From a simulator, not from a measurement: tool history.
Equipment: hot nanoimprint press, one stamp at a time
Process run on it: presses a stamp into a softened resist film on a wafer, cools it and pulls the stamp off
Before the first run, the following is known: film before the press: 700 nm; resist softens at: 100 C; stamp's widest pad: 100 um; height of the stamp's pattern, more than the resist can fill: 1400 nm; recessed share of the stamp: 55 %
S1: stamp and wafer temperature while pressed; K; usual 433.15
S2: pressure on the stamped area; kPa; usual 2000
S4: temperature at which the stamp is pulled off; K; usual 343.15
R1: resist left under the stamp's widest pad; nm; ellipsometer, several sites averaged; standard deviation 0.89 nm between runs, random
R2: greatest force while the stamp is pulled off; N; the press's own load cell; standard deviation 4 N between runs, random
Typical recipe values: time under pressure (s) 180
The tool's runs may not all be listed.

{"run": 1, "hour": 0.0, "S1": 433.15, "S2": 2000, "time under pressure (s)": 180, "S4": 343.15, "R1": 326.9, "R2": 238}
{"hour": 31.1, "done": "press's hydraulic seals changed and the load cell set to zero"}
{"run": 2, "hour": 32.9, "S1": 433.15, "S2": 2000, "time under pressure (s)": 180, "S4": 343.15, "R1": 328.1, "R2": 236}
{"run": 3, "hour": 59.3, "S1": 433.15, "S2": 2000, "time under pressure (s)": 180, "S4": 343.15, "R1": 325.3, "R2": 244}
{"run": 4, "hour": 78.6, "S1": 433.15, "S2": 2000, "time under pressure (s)": 180, "S4": 343.15, "R1": 327.2, "R2": 248}
{"run": 5, "hour": 98.9, "S1": 433.15, "S2": 2000, "time under pressure (s)": 232, "S4": 343.15, "R1": 298.8, "R2": 254}
{"run": 6, "hour": 139.8, "S1": 433.15, "S2": 1710, "time under pressure (s)": 232, "S4": 343.15, "R1": 324.5, "R2": 264}
{"run": 7, "hour": 164.5, "S1": 433.15, "S2": 2000, "time under pressure (s)": 180, "S4": 343.15, "R1": 329.3, "R2": 270}
{"hour": 194.6, "done": "stamp cleaned and given a new release coat"}
{"run": 8, "hour": 208.8, "S1": 433.15, "S2": 2000, "time under pressure (s)": 180, "S4": 343.15, "R1": 329.9, "R2": 218}
{"run": 9, "hour": 240.2, "S1": 433.15, "S2": 2000, "time under pressure (s)": 180, "S4": 343.15, "R1": 331.1, "R2": 226}
{"run": 10, "hour": 283.9, "S1": 433.15, "S2": 2420, "time under pressure (s)": 180, "S4": 343.15, "R1": 302.5, "R2": 230}
{"run": 11, "hour": 307.5, "S1": 433.15, "S2": 2420, "time under pressure (s)": 180, "S4": 343.15, "R1": 301.4, "R2": 240}
{"run": 12, "hour": 344.4, "S1": 433.15, "S2": 2420, "time under pressure (s)": 180, "S4": 343.15, "R1": 301.4, "R2": 243}
{"run": 13, "hour": 389.5, "S1": 433.15, "S2": 2420, "time under pressure (s)": 180, "S4": 343.15, "R1": 305.3, "R2": 256}
{"run": 14, "hour": 421.8, "S1": 433.15, "S2": 2000, "time under pressure (s)": 180, "S4": 343.15, "R1": 335.5, "R2": 256}
{"run": 15, "hour": 466.4, "S1": 433.15, "S2": 1490, "time under pressure (s)": 180, "S4": 343.15, "R1": 388, "R2": 271}
{"hour": 482.3, "done": "plate thermocouple calibrated"}
{"run": 16, "hour": 515.1, "S1": 432.15, "S2": 2000, "time under pressure (s)": 180, "S4": 343.15, "R1": 359.4, "R2": 283}
{"hour": 528.2, "done": "stamp cleaned and given a new release coat"}
{"run": 17, "hour": 540.9, "S1": 433.15, "S2": 2000, "time under pressure (s)": 308, "S4": 343.15, "R1": 286.1, "R2": 226}
{"run": 18, "hour": 563.1, "S1": 426.15, "S2": 2000, "time under pressure (s)": 283, "S4": 341.15, "R1": 412.6, "R2": 233}
{"run": 19, "hour": 603.3, "S1": 426.15, "S2": 2000, "time under pressure (s)": 283, "S4": 341.15, "R1": 416.3, "R2": 251}
{"run": 20, "hour": 638.3, "S1": 426.15, "S2": 2000, "time under pressure (s)": 283, "S4": 341.15, "R1": 416.5, "R2": 253}
{"run": 21, "hour": 679.9, "S1": 436.15, "S2": 2810, "time under pressure (s)": 310, "S4": 349.15, "R1": 205.9, "R2": 215}
{"hour": 697.3, "done": "plate thermocouple calibrated, once more"}
{"run": 22, "hour": 726.2, "S1": 436.15, "S2": 2810, "time under pressure (s)": 310, "S4": 349.15, "R1": 189.1, "R2": 204}
{"run": 23, "hour": 764.5, "S1": 436.15, "S2": 2810, "time under pressure (s)": 310, "S4": 349.15, "R1": 190.6, "R2": 218}
{"run": 24, "hour": 799.7, "S1": 436.15, "S2": 2810, "time under pressure (s)": 160, "S4": 340.15, "R1": 246.1, "R2": 279}
{"run": 25, "hour": 827.1, "S1": 429.15, "S2": 2670, "time under pressure (s)": 204, "S4": 347.15, "R1": 326.6, "R2": 242}
{"hour": 859.7, "done": "stamp cleaned and given a new release coat"}
{"run": 26, "hour": 859.7, "S1": 433.15, "S2": 2000, "time under pressure (s)": 314, "S4": 332.15, "R1": 268.2, "R2": 282}
{"run": 27, "hour": 885.1, "S1": 433.15, "S2": 2000, "time under pressure (s)": 314, "S4": 347.15, "R1": 268.2, "R2": 198}
{"run": 28, "hour": 930.6, "S1": 431.15, "S2": 2710, "time under pressure (s)": 314, "S4": 333.15, "R1": 254.1, "R2": 296}
{"run": 29, "hour": 962.2, "S1": 433.15, "S2": 1310, "time under pressure (s)": 180, "S4": 331.15, "R1": 400.8, "R2": 314}

4 options for the next run, each taken on its own from the tool as it stands now. Forecast them:
{"run": "A", "hour": 1009.7, "S1": 433.15, "S2": 1310, "time under pressure (s)": 158, "S4": 331.15, "R1": "?", "R2": "?"}
{"run": "B", "hour": 1009.7, "S1": 434.15, "S2": 1310, "time under pressure (s)": 277, "S4": 331.15, "R1": "?", "R2": "?"}
{"run": "C", "hour": 1009.7, "S1": 433.15, "S2": 2000, "time under pressure (s)": 180, "S4": 339.15, "R1": "?", "R2": "?"}
{"run": "D", "hour": 1009.7, "S1": 433.15, "S2": 1740, "time under pressure (s)": 180, "S4": 339.15, "R1": "?", "R2": "?"}

run=A R1=417.7 R2=318
run=B R1=335.5 R2=322
run=C R1=329.9 R2=263
run=D R1=351 R2=263
The same runs, with their run-to-run variation unchanged, on a tool lacking any hidden condition would have given:
run=A R1=411.3 R2=281
run=B R1=329.6 R2=285
run=C R1=323 R2=233
run=D R1=344.3 R2=232
